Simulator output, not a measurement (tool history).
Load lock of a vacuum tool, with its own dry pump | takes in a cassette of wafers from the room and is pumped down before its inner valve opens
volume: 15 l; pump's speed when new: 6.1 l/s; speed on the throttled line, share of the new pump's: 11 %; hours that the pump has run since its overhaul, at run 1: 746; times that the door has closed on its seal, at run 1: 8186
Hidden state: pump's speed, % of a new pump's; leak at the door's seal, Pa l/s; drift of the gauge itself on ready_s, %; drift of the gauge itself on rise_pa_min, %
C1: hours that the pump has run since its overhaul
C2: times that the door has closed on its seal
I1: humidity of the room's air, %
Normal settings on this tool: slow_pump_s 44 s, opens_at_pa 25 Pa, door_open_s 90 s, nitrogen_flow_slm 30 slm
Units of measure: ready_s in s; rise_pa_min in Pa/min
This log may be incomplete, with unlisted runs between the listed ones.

{"run": 1, "hour": 0.0, "slow_pump_s": 44, "opens_at_pa": 25, "door_open_s": 90, "nitrogen_flow_slm": 30, "C1": 746, "C2": 8186, "I1": 47.9, "ready_s": 60.2, "rise_pa_min": 0.046}
{"run": 2, "hour": 61.3, "slow_pump_s": 44, "opens_at_pa": 25, "door_open_s": 90, "nitrogen_flow_slm": 30, "C1": 807, "C2": 8320, "I1": 44.4, "ready_s": 60, "rise_pa_min": 0.044}
{"run": 3, "hour": 173.5, "slow_pump_s": 44, "opens_at_pa": 25, "door_open_s": 90, "nitrogen_flow_slm": 30, "C1": 920, "C2": 8565, "I1": 48, "ready_s": 59.4, "rise_pa_min": 0.046}
{"run": 4, "hour": 252.4, "slow_pump_s": 44, "opens_at_pa": 25, "door_open_s": 90, "nitrogen_flow_slm": 30, "C1": 999, "C2": 8737, "I1": 42.8, "ready_s": 60.1, "rise_pa_min": 0.046}
{"run": 5, "hour": 346.8, "slow_pump_s": 44, "opens_at_pa": 25, "door_open_s": 90, "nitrogen_flow_slm": 30, "C1": 1093, "C2": 8943, "I1": 43.4, "ready_s": 59.8, "rise_pa_min": 0.048}
{"run": 6, "hour": 415.5, "slow_pump_s": 44, "opens_at_pa": 25, "door_open_s": 123, "nitrogen_flow_slm": 30, "C1": 1162, "C2": 9093, "I1": 46.9, "ready_s": 60.3, "rise_pa_min": 0.047}
{"run": 7, "hour": 478.9, "slow_pump_s": 44, "opens_at_pa": 29, "door_open_s": 90, "nitrogen_flow_slm": 30, "C1": 1225, "C2": 9231, "I1": 43.2, "ready_s": 59.8, "rise_pa_min": 0.043}
{"run": 8, "hour": 544.4, "slow_pump_s": 44, "opens_at_pa": 29, "door_open_s": 90, "nitrogen_flow_slm": 30, "C1": 1291, "C2": 9374, "I1": 45.6, "ready_s": 59.2, "rise_pa_min": 0.045}
{"run": 9, "hour": 615.2, "slow_pump_s": 44, "opens_at_pa": 29, "door_open_s": 90, "nitrogen_flow_slm": 30, "C1": 1361, "C2": 9528, "I1": 43.7, "ready_s": 59.2, "rise_pa_min": 0.045}
{"run": 10, "hour": 715.6, "slow_pump_s": 66, "opens_at_pa": 25, "door_open_s": 90, "nitrogen_flow_slm": 30, "C1": 1462, "C2": 9747, "I1": 42.8, "ready_s": 80.2, "rise_pa_min": 0.041}
{"run": 11, "hour": 787.0, "slow_pump_s": 66, "opens_at_pa": 25, "door_open_s": 90, "nitrogen_flow_slm": 30, "C1": 1533, "C2": 9903, "I1": 44, "ready_s": 78.7, "rise_pa_min": 0.048}
{"run": 12, "hour": 891.4, "slow_pump_s": 66, "opens_at_pa": 25, "door_open_s": 90, "nitrogen_flow_slm": 30, "C1": 1637, "C2": 10131, "I1": 44.3, "ready_s": 79.8, "rise_pa_min": 0.046}
{"run": 13, "hour": 1005.2, "slow_pump_s": 44, "opens_at_pa": 25, "door_open_s": 90, "nitrogen_flow_slm": 30, "C1": 1751, "C2": 10379, "I1": 45.6, "ready_s": 59.7, "rise_pa_min": 0.048}
{"run": 14, "hour": 1067.7, "slow_pump_s": 44, "opens_at_pa": 25, "door_open_s": 90, "nitrogen_flow_slm": 30, "C1": 1814, "C2": 10515, "I1": 44.3, "ready_s": 60, "rise_pa_min": 0.044}
{"run": 15, "hour": 1161.3, "slow_pump_s": 44, "opens_at_pa": 25, "door_open_s": 90, "nitrogen_flow_slm": 30, "C1": 1907, "C2": 10720, "I1": 43.9, "ready_s": 60.1, "rise_pa_min": 0.045}
{"run": 16, "hour": 1222.8, "slow_pump_s": 44, "opens_at_pa": 28, "door_open_s": 90, "nitrogen_flow_slm": 30, "C1": 1969, "C2": 10854, "I1": 44.7, "ready_s": 60.1, "rise_pa_min": 0.044}
{"run": 17, "hour": 1298.0, "slow_pump_s": 44, "opens_at_pa": 28, "door_open_s": 90, "nitrogen_flow_slm": 30, "C1": 2044, "C2": 11018, "I1": 47, "ready_s": 59.7, "rise_pa_min": 0.051}
{"run": 18, "hour": 1355.7, "slow_pump_s": 44, "opens_at_pa": 28, "door_open_s": 90, "nitrogen_flow_slm": 30, "C1": 2102, "C2": 11144, "I1": 42.4, "ready_s": 59.4, "rise_pa_min": 0.045}
{"run": 19, "hour": 1450.7, "slow_pump_s": 44, "opens_at_pa": 25, "door_open_s": 90, "nitrogen_flow_slm": 30, "C1": 2197, "C2": 11351, "I1": 46.7, "ready_s": 61.4, "rise_pa_min": 0.052}
{"run": 20, "hour": 1563.8, "slow_pump_s": 44, "opens_at_pa": 25, "door_open_s": 230, "nitrogen_flow_slm": 30, "C1": 2310, "C2": 11598, "I1": 42.2, "ready_s": 60.3, "rise_pa_min": 0.065}
{"run": 21, "hour": 1617.6, "slow_pump_s": 44, "opens_at_pa": 25, "door_open_s": 230, "nitrogen_flow_slm": 30, "C1": 2364, "C2": 11715, "I1": 45.2, "ready_s": 60.4, "rise_pa_min": 0.058}
{"run": 22, "hour": 1677.4, "slow_pump_s": 27, "opens_at_pa": 25, "door_open_s": 90, "nitrogen_flow_slm": 13, "C1": 2424, "C2": 11845, "I1": 43.7, "ready_s": 45.4, "rise_pa_min": 0.062}
{"run": 23, "hour": 1749.0, "slow_pump_s": 27, "opens_at_pa": 25, "door_open_s": 90, "nitrogen_flow_slm": 13, "C1": 2495, "C2": 12002, "I1": 45.1, "ready_s": 44.9, "rise_pa_min": 0.062}
{"run": 24, "hour": 1852.3, "slow_pump_s": 72, "opens_at_pa": 30, "door_open_s": 46, "nitrogen_flow_slm": 8, "C1": 2598, "C2": 12227, "I1": 46.1, "ready_s": 85.3, "rise_pa_min": 0.063}
{"run": 25, "hour": 1984.1, "slow_pump_s": 72, "opens_at_pa": 30, "door_open_s": 46, "nitrogen_flow_slm": 8, "C1": 2730, "C2": 12514, "I1": 46.4, "ready_s": 85, "rise_pa_min": 0.064}
{"run": 26, "hour": 2051.2, "slow_pump_s": 59, "opens_at_pa": 33, "door_open_s": 63, "nitrogen_flow_slm": 16, "C1": 2797, "C2": 12661, "I1": 45, "ready_s": 73, "rise_pa_min": 0.057}
{"run": 27, "hour": 2106.7, "slow_pump_s": 59, "opens_at_pa": 33, "door_open_s": 67, "nitrogen_flow_slm": 16, "C1": 2853, "C2": 12782, "I1": 47.3, "ready_s": 73.4, "rise_pa_min": 0.06}
{"run": 28, "hour": 2198.7, "slow_pump_s": 59, "opens_at_pa": 33, "door_open_s": 67, "nitrogen_flow_slm": 16, "C1": 2945, "C2": 12982, "I1": 42.9, "ready_s": 73.2, "rise_pa_min": 0.053}
{"run": 29, "hour": 2277.5, "slow_pump_s": 59, "opens_at_pa": 33, "door_open_s": 67, "nitrogen_flow_slm": 16, "C1": 3024, "C2": 13154, "I1": 46.5, "ready_s": 73.7, "rise_pa_min": 0.061}
{"run": 30, "hour": 2350.1, "slow_pump_s": 59, "opens_at_pa": 33, "door_open_s": 37, "nitrogen_flow_slm": 16, "C1": 3096, "C2": 13313, "I1": 44.5, "ready_s": 73.8, "rise_pa_min": 0.056}
{"run": 31, "hour": 2419.7, "slow_pump_s": 44, "opens_at_pa": 25, "door_open_s": 29, "nitrogen_flow_slm": 30, "C1": 3166, "C2": 13465, "I1": 43.8, "ready_s": 60.8, "rise_pa_min": 0.046}
{"run": 32, "hour": 2518.4, "slow_pump_s": 44, "opens_at_pa": 25, "door_open_s": 64, "nitrogen_flow_slm": 30, "C1": 3265, "C2": 13680, "I1": 42.4, "ready_s": 60.8, "rise_pa_min": 0.048}
{"run": 33, "hour": 2635.9, "slow_pump_s": 47, "opens_at_pa": 31, "door_open_s": 90, "nitrogen_flow_slm": 30, "C1": 3382, "C2": 13936, "I1": 43.4, "ready_s": 63.6, "rise_pa_min": 0.048}
{"run": 34, "hour": 2739.3, "slow_pump_s": 47, "opens_at_pa": 31, "door_open_s": 90, "nitrogen_flow_slm": 30, "C1": 3485, "C2": 14162, "I1": 46.9, "ready_s": 63.5, "rise_pa_min": 0.057}
{"run": 35, "hour": 2865.8, "slow_pump_s": 34, "opens_at_pa": 44, "door_open_s": 140, "nitrogen_flow_slm": 9, "C1": 3612, "C2": 14438, "I1": 45.9, "ready_s": 50.1, "rise_pa_min": 0.085}
{"run": 36, "hour": 2947.1, "slow_pump_s": 50, "opens_at_pa": 37, "door_open_s": 134, "nitrogen_flow_slm": 9, "C1": 3693, "C2": 14615, "I1": 43.1, "ready_s": 65.2, "rise_pa_min": 0.084}
{"run": 37, "hour": 3061.8, "slow_pump_s": 50, "opens_at_pa": 48, "door_open_s": 134, "nitrogen_flow_slm": 9, "C1": 3808, "C2": 14865, "I1": 44.1, "ready_s": 64.9, "rise_pa_min": 0.086}

Below are 3 alternative next runs, each starting from the tool's condition after run 37. Predict each:
{"run": "A", "hour": 3136.7, "slow_pump_s": 50, "opens_at_pa": 48, "door_open_s": 38, "nitrogen_flow_slm": 9, "C1": 3883, "C2": 15029, "I1": 45.7, "ready_s": "?", "rise_pa_min": "?"}
{"run": "B", "hour": 3136.7, "slow_pump_s": 50, "opens_at_pa": 48, "door_open_s": 120, "nitrogen_flow_slm": 9, "C1": 3883, "C2": 15029, "I1": 44.8, "ready_s": "?", "rise_pa_min": "?"}
{"run": "C", "hour": 3136.7, "slow_pump_s": 44, "opens_at_pa": 25, "door_open_s": 90, "nitrogen_flow_slm": 38, "C1": 3883, "C2": 15029, "I1": 49.6, "ready_s": "?", "rise_pa_min": "?"}

run=A ready_s=64.6 rise_pa_min=0.069
run=B ready_s=65 rise_pa_min=0.077
run=C ready_s=60.9 rise_pa_min=0.059
What these runs would have given with no unlogged condition in the tool:
run=A ready_s=63.7 rise_pa_min=0.043
run=B ready_s=64.1 rise_pa_min=0.051
run=C ready_s=59.9 rise_pa_min=0.033
